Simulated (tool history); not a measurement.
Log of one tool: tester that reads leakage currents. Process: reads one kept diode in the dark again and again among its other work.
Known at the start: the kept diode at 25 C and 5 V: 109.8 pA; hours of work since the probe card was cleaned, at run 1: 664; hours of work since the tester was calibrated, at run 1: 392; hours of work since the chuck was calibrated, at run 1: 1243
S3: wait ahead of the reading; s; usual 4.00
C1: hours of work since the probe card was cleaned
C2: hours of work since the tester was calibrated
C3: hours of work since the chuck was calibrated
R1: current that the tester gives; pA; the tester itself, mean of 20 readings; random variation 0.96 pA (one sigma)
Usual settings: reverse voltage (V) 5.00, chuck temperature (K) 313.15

run 1 hour=0.0 | reverse_voltage_(V)=5.00 chuck_temperature_(K)=313.15 S3=4.00 | C1=664 C2=392 C3=1243 | R1=296.83
run 2 hour=54.4 | reverse_voltage_(V)=5.00 chuck_temperature_(K)=313.15 S3=4.00 | C1=688 C2=416 C3=1266 | R1=297.30
run 3 hour=111.6 | reverse_voltage_(V)=13.50 chuck_temperature_(K)=313.15 S3=4.00 | C1=713 C2=440 C3=1291 | R1=423.43
run 4 hour=168.1 | reverse_voltage_(V)=13.50 chuck_temperature_(K)=313.15 S3=4.00 | C1=737 C2=465 C3=1315 | R1=422.91
run 5 hour=240.6 | reverse_voltage_(V)=13.50 chuck_temperature_(K)=313.15 S3=4.00 | C1=768 C2=496 C3=1346 | R1=423.37
run 6 hour=297.2 | reverse_voltage_(V)=13.50 chuck_temperature_(K)=297.15 S3=4.00 | C1=792 C2=520 C3=1371 | R1=139.37
run 7 hour=363.3 | reverse_voltage_(V)=18.45 chuck_temperature_(K)=297.15 S3=4.00 | C1=821 C2=549 C3=1399 | R1=159.24
run 8 hour=451.7 | reverse_voltage_(V)=5.00 chuck_temperature_(K)=313.15 S3=0.37 | C1=859 C2=587 C3=1437 | R1=292.38
run 9 hour=516.0 | reverse_voltage_(V)=5.00 chuck_temperature_(K)=313.15 S3=0.37 | C1=886 C2=614 C3=1465 | R1=292.78
run 10 hour=562.9 | reverse_voltage_(V)=5.00 chuck_temperature_(K)=313.15 S3=4.00 | C1=907 C2=635 C3=1485 | R1=291.30
run 11 hour=610.5 | reverse_voltage_(V)=5.00 chuck_temperature_(K)=329.15 S3=3.50 | C1=927 C2=655 C3=1506 | R1=821.36
run 12 hour=691.9 | reverse_voltage_(V)=1.31 chuck_temperature_(K)=313.15 S3=1.42 | C1=962 C2=690 C3=1541 | R1=179.76
run 13 hour=752.7 | reverse_voltage_(V)=2.03 chuck_temperature_(K)=313.15 S3=1.03 | C1=988 C2=716 C3=1567 | R1=209.87
run 14 hour=813.0 | reverse_voltage_(V)=15.98 chuck_temperature_(K)=305.15 S3=1.98 | C1=1014 C2=742 C3=1593 | R1=259.80

Run 15 comes next. What will it give?
run 15 hour=900.4 | reverse_voltage_(V)=4.29 chuck_temperature_(K)=295.15 S3=6.59 | C1=1052 C2=780 C3=1630 | R1=?

{"run 15": {"R1": 76.88}}
Without the tool's hidden state the same run would have given R1 83.25 pA.
